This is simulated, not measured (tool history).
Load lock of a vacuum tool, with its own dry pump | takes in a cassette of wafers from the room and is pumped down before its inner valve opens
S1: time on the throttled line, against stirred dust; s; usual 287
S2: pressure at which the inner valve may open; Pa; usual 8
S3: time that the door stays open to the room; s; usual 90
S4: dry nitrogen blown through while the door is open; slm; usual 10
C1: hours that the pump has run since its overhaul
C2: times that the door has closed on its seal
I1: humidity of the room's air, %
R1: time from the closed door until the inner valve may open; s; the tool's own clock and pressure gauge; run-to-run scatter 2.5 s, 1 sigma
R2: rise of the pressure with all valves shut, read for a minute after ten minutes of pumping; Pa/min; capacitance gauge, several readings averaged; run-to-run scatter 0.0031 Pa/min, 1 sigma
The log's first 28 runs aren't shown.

run    hour   S1  S2   S3  S4    C1     C2    I1     R1     R2
 29  1792.2  162  12  192  10  4516  45033  42.4  341.6  0.330
 30  1837.2  321  12   90   8  4561  45154  45.8  475.9  0.310
 31  1925.1  416   8  104  10  4649  45390  46.7  566.7  0.321
 32  2017.0  169   8  104  23  4741  45637  46.6  360.7  0.306
 33  2073.2  169   8  104  23  4797  45789  46.0  362.8  0.309
 34  2137.7  169   8  104  23  4862  45962  43.3  354.0  0.298
 35  2185.9  210   8  104  23  4910  46092  44.8  390.2  0.301
 36  2271.2  163   7  104  23  4995  46321  47.0  360.2  0.319

Below are 3 alternative next runs, each starting from the tool's condition after run 36. Predict each:
  A  2364.2  287   8   90  40  5088  46571  42.0   ?   ?
  B  2364.2  242   7  104  10  5088  46571  42.0   ?   ?
  C  2364.2  156   7   33  20  5088  46571  42.4   ?   ?

run     R1     R2
  A  452.3  0.296
  B  420.9  0.324
  C  355.1  0.284
What these runs would have given with no unlogged condition in the tool:
run     R1     R2
  A  447.7  0.037
  B  416.0  0.062
  C  349.8  0.026
